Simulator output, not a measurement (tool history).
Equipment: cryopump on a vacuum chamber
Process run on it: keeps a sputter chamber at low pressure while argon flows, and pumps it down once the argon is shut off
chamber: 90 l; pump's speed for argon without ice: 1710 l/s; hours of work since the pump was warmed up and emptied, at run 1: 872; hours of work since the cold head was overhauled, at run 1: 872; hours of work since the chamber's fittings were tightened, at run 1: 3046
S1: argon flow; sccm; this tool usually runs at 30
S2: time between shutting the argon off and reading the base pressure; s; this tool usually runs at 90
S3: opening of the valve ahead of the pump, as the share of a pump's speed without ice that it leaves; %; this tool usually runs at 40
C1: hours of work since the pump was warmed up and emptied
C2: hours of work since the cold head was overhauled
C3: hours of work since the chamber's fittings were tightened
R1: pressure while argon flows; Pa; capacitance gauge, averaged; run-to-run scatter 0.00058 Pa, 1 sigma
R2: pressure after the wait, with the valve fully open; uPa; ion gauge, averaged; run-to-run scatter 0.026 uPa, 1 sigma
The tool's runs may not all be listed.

run     day  S1   S2  S3    C1    C2    C3      R1    R2
  1   0.000  30   90  40   872   872  3046  0.0848  3.12
  2   0.858  30   90  40   889   889  3063  0.0854  3.18
  3   1.758  30   90  40   908   908  3081  0.0854  3.08
  4   3.171  30   90  40   937   937  3110  0.0851  3.19
  5   4.050  30   90  40   955   955  3128  0.0857  3.26
  6   5.600  59   90  40   986   986  3160  0.1710  3.17
  7   6.642  59   90  40  1008  1008  3181  0.1710  3.34
  8   8.462  59   90  40  1045  1045  3218  0.1742  3.39
  9   9.650  59   90  40  1069  1069  3243  0.1740  3.48
 10  10.875  59   90  40  1094  1094  3268  0.1755  3.60
 11  12.708  27   90  40  1131  1131  3305  0.0807  3.55
 12  14.238  27   90  40  1163  1163  3336  0.0813  3.66
     15.208  -- pump warmed up, emptied and cooled again
 13  16.042  30   90  40    17  1195  3369  0.0741  2.78
 14  17.862  30   90  40    54  1232  3406  0.0751  2.73
 15  19.329  30   90  40    84  1262  3436  0.0754  2.74
 16  20.858  30   90  40   115  1294  3467  0.0747  2.82
 17  21.958  30   90  40   138  1316  3490  0.0765  2.87
 18  24.046  19   90  40   180  1359  3532  0.0483  2.77
 19  25.788  30   50  16   216  1394  3568  0.1896  3.54
 20  27.112  40   90  40   243  1421  3595  0.1027  2.90
 21  28.392  24  163  40   269  1447  3621  0.0617  2.55
 22  29.567  24  163  15   293  1471  3645  0.1615  2.66
 23  31.246  33  219  33   327  1506  3679  0.1023  2.46
 24  32.967  33  219  21   363  1541  3715  0.1597  2.54
 25  34.988  51   23  30   404  1582  3756  0.1753  5.83
 26  36.258  22   38  55   430  1608  3782  0.0423  4.32
 27  37.642  17   59  32   458  1636  3810  0.0553  3.53
 28  39.262  17   59  32   491  1669  3843  0.0555  3.69
     39.546  -- leaking fittings of the chamber tightened, without venting
 29  40.475  17   59  32   514  1692    19  0.0562  1.62
 30  41.600  32   59  40   537  1715    42  0.0847  1.60
 31  42.921  30  125  40   564  1742    69  0.0804  0.92
 32  43.804  30  125  40   582  1760    87  0.0806  0.91
 33  45.792  30  125  40   623  1801   128  0.0810  0.98
 34  46.925  30  102  56   646  1824   151  0.0590  1.06
 35  48.862  48   90  15   686  1864   190  0.3273  1.21

Each run again, without the hidden state but with its own random variation kept:
The tool's hidden condition here consists of: pump's speed, % of a pump's without ice; cold plate's temperature, K; leak into the chamber, uPa l/s; drift of the gauge itself on working_pa, %; drift of the gauge itself on base_upa, %.
run      R1    R2
  1  0.0740  1.05
  2  0.0744  1.09
  3  0.0741  1.01
  4  0.0734  1.07
  5  0.0736  1.07
  6  0.1460  1.01
  7  0.1455  1.06
  8  0.1471  1.07
  9  0.1462  1.09
 10  0.1468  1.10
 11  0.0670  1.08
 12  0.0671  1.08
 13  0.0737  1.11
 14  0.0744  1.09
 15  0.0744  1.04
 16  0.0735  1.06
 17  0.0750  1.09
 18  0.0472  1.01
 19  0.1874  1.73
 20  0.0993  1.03
 21  0.0595  0.65
 22  0.1591  0.70
 23  0.0985  0.51
 24  0.1556  0.50
 25  0.1682  3.73
 26  0.0390  2.24
 27  0.0526  1.46
 28  0.0526  1.51
 29  0.0531  1.55
 30  0.0787  1.52
 31  0.0743  0.82
 32  0.0743  0.80
 33  0.0742  0.84
 34  0.0520  0.91
 35  0.3152  1.03

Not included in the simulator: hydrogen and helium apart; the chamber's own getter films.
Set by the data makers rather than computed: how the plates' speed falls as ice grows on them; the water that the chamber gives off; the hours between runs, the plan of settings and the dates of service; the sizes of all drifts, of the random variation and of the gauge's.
